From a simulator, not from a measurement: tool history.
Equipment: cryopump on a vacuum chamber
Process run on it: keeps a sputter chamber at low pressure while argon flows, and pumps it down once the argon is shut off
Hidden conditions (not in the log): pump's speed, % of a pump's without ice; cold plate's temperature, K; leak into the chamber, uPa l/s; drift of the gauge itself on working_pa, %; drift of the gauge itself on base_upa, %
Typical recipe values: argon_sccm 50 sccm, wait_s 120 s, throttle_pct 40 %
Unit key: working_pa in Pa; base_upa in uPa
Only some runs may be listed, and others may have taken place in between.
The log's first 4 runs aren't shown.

run,hour,argon_sccm,wait_s,throttle_pct,hours of work since the pump was warmed up and emptied,hours of work since the cold head was overhauled,hours of work since the chamber's fittings were tightened,working_pa,base_upa
5,313.7,50,73,40,399,399,937,0.1974,3.60
6,368.6,50,73,40,423,423,961,0.1964,3.62
7,419.7,50,73,40,445,445,983,0.1984,3.70
8,495.4,50,64,40,477,477,1015,0.1995,4.01
# hour 548.2: leaking fittings of the chamber tightened, without venting
9,563.6,50,120,40,505,505,7,0.2000,1.05
10,654.4,50,120,40,544,544,46,0.2011,1.10
11,716.9,50,120,22,571,571,72,0.3557,1.19
12,772.5,50,120,40,595,595,96,0.2034,1.21
13,853.1,50,120,40,630,630,131,0.2022,1.33
14,943.5,50,120,40,669,669,170,0.2038,1.46
15,1024.0,50,120,40,703,703,204,0.2039,1.56
16,1095.9,50,120,40,734,734,235,0.2061,1.61
17,1183.0,58,182,29,771,771,273,0.3216,1.40
18,1224.2,36,173,58,789,789,290,0.1074,1.58
19,1269.9,36,173,58,809,809,310,0.1086,1.61
20,1362.1,36,32,57,848,848,349,0.1108,3.87
21,1442.7,37,40,42,883,883,384,0.1485,3.34
22,1503.3,37,40,42,909,909,410,0.1498,3.49
23,1589.5,42,62,27,946,946,447,0.2550,2.87

What does the tool deliver on the next run?
24,1673.3,42,62,27,982,982,483,?,?

Run 24 produced working_pa 0.2549 Pa, base_upa 2.96 uPa.
With the hidden condition absent and the run-to-run variation left alone, this run would have shown working_pa 0.2317 Pa, base_upa 1.58 uPa.
